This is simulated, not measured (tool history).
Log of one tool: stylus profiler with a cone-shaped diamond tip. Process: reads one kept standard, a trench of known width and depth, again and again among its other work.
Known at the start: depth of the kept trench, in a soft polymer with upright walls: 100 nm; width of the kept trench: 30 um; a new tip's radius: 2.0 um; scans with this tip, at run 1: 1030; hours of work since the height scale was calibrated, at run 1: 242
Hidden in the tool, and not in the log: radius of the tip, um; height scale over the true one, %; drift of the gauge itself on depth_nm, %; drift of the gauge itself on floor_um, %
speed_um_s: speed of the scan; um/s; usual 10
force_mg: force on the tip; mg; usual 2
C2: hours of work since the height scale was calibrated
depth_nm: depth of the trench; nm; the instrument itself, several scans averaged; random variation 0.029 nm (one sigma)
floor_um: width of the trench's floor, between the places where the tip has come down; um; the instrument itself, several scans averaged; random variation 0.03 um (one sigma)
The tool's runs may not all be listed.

{"run": 1, "hour": 0.0, "speed_um_s": 10, "force_mg": 2, "scans with this tip": 1030, "C2": 242, "depth_nm": 101.35, "floor_um": 28.62}
{"run": 2, "hour": 14.6, "speed_um_s": 23, "force_mg": 2, "scans with this tip": 1057, "C2": 249, "depth_nm": 101.47, "floor_um": 28.58}
{"run": 3, "hour": 28.0, "speed_um_s": 5, "force_mg": 2, "scans with this tip": 1083, "C2": 255, "depth_nm": 101.39, "floor_um": 28.64}
{"run": 4, "hour": 42.9, "speed_um_s": 10, "force_mg": 0.72, "scans with this tip": 1111, "C2": 261, "depth_nm": 100.71, "floor_um": 28.61}
{"run": 5, "hour": 55.5, "speed_um_s": 23, "force_mg": 2, "scans with this tip": 1135, "C2": 267, "depth_nm": 101.47, "floor_um": 28.58}
{"run": 6, "hour": 69.1, "speed_um_s": 10, "force_mg": 4.92, "scans with this tip": 1161, "C2": 273, "depth_nm": 102.48, "floor_um": 28.68}
{"run": 7, "hour": 82.7, "speed_um_s": 10, "force_mg": 4.92, "scans with this tip": 1187, "C2": 279, "depth_nm": 102.5, "floor_um": 28.66}
{"hour": 84.4, "done": "height scale calibrated on a step standard"}
{"run": 8, "hour": 91.7, "speed_um_s": 10, "force_mg": 4.92, "scans with this tip": 1204, "C2": 3, "depth_nm": 102.55, "floor_um": 28.61}
{"run": 9, "hour": 98.9, "speed_um_s": 10, "force_mg": 4.92, "scans with this tip": 1217, "C2": 7, "depth_nm": 102.53, "floor_um": 28.67}
{"run": 10, "hour": 108.0, "speed_um_s": 3, "force_mg": 2.45, "scans with this tip": 1235, "C2": 11, "depth_nm": 101.64, "floor_um": 28.67}
{"run": 11, "hour": 121.2, "speed_um_s": 3, "force_mg": 5.49, "scans with this tip": 1260, "C2": 17, "depth_nm": 102.78, "floor_um": 28.68}
{"hour": 133.9, "done": "height scale calibrated on a step standard, once more"}
{"run": 12, "hour": 134.3, "speed_um_s": 15, "force_mg": 4.65, "scans with this tip": 1284, "C2": 0, "depth_nm": 102.34, "floor_um": 28.65}
{"run": 13, "hour": 145.1, "speed_um_s": 6, "force_mg": 2.65, "scans with this tip": 1304, "C2": 5, "depth_nm": 101.58, "floor_um": 28.65}
{"run": 14, "hour": 152.8, "speed_um_s": 6, "force_mg": 2.65, "scans with this tip": 1319, "C2": 8, "depth_nm": 101.66, "floor_um": 28.62}

Some steps in depth_nm between neighbouring runs. How much of each would the tool show without its hidden state too (settings, what came in, random variation), and how much is left for the hidden state, with any gauge scatter that isn't in both results?
Run 10 -> 11: force_mg 2.45 -> 5.49. depth_nm +1.14 nm: hidden state +0, all else +1.14.
Run 11 -> 12: speed_um_s 3 -> 15, force_mg 5.49 -> 4.65, height scale calibrated on a step standard, once more. depth_nm -0.44 nm: hidden state -0.11, all else -0.33.
